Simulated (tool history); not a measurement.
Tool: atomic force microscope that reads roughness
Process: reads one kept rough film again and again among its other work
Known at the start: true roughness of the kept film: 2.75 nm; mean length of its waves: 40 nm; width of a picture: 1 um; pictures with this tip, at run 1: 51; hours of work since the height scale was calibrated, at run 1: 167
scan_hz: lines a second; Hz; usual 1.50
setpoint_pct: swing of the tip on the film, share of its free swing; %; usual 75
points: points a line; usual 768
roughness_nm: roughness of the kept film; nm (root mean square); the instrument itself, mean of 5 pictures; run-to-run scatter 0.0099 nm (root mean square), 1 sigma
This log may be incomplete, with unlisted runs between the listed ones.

| run | hour | scan_hz | setpoint_pct | points | pictures with this tip | hours of work since the height scale was calibrated | roughness_nm |
|---|---|---|---|---|---|---|---|
| 1 | 0.0 | 1.50 | 75 | 768 | 51 | 167 | 2.180 |
| 2 | 17.7 | 1.50 | 75 | 768 | 76 | 177 | 2.168 |
| 3 | 35.0 | 1.50 | 75 | 768 | 100 | 187 | 2.127 |
| 4 | 50.2 | 1.50 | 74 | 768 | 121 | 196 | 2.121 |
| 5 | 69.9 | 1.50 | 75 | 768 | 149 | 207 | 2.066 |
| 6 | 86.6 | 1.50 | 75 | 768 | 172 | 216 | 2.026 |
| 7 | 95.3 | 1.50 | 75 | 768 | 184 | 221 | 2.024 |
| 8 | 112.8 | 1.50 | 75 | 768 | 209 | 231 | 1.998 |
| 9 | 130.8 | 1.50 | 75 | 768 | 234 | 241 | 1.969 |

What will run 10 give?
| 10 | 145.8 | 1.11 | 75 | 896 | 255 | 250 | ? |

roughness_nm: 1.990 nm (root mean square)
Minus the tool's unlogged condition, the same run would have read roughness_nm 2.342 nm (root mean square).
